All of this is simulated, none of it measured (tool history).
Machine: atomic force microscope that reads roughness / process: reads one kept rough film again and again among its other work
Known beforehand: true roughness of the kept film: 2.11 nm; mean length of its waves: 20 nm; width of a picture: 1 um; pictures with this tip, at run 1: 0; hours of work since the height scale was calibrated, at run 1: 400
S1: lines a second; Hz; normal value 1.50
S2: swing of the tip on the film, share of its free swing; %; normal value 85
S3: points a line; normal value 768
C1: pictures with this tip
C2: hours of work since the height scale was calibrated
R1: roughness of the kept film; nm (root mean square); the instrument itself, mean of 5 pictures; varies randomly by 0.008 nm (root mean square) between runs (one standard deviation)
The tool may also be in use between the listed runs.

run	hour	S1	S2	S3	C1	C2	R1
1	0.0	1.50	85	768	0	400	1.720
2	33.1	1.50	85	768	39	420	1.476
3	47.8	1.50	85	920	56	429	1.385
4	64.2	1.50	85	920	75	439	1.288
5	84.5	1.50	85	768	98	451	1.188
# hour 100.1: new tip fitted
6	114.3	1.40	85	768	16	469	1.608
7	134.8	1.40	85	768	40	481	1.465
8	155.7	1.40	85	768	64	494	1.339
9	175.4	0.69	85	768	87	506	1.303
# hour 199.6: new tip fitted
10	199.6	0.69	85	768	0	520	1.763
11	233.0	1.81	85	768	39	540	1.443
12	264.4	2.93	85	768	75	559	1.196
13	288.5	2.93	77	768	103	573	1.129
# hour 300.4: new tip fitted
14	306.0	2.93	77	768	7	584	1.650
15	327.7	2.93	77	768	32	597	1.479
16	351.1	2.93	60	768	59	611	1.414
17	376.7	1.50	85	512	89	626	1.224
# hour 400.0: new tip fitted
18	405.5	1.50	85	512	6	643	1.654
19	428.2	1.50	85	512	33	657	1.478
20	449.8	1.50	85	561	58	670	1.354
21	478.7	1.50	85	561	91	687	1.218
# hour 501.7: new tip fitted
22	504.8	1.50	85	773	3	702	1.672
23	526.9	2.38	85	520	29	716	1.453
24	553.0	1.26	61	356	59	731	1.391
25	579.5	2.13	60	768	90	747	1.269
26	600.1	2.13	60	768	114	760	1.191
# hour 603.3: new tip fitted
27	624.1	2.13	60	768	24	774	1.608

Run 28 comes next. What will it give?
28	638.2	3.05	84	652	40	782	?

R1: 1.375 nm (root mean square)
With the hidden condition absent and the run-to-run variation left alone, this run would have shown R1 1.643 nm (root mean square).

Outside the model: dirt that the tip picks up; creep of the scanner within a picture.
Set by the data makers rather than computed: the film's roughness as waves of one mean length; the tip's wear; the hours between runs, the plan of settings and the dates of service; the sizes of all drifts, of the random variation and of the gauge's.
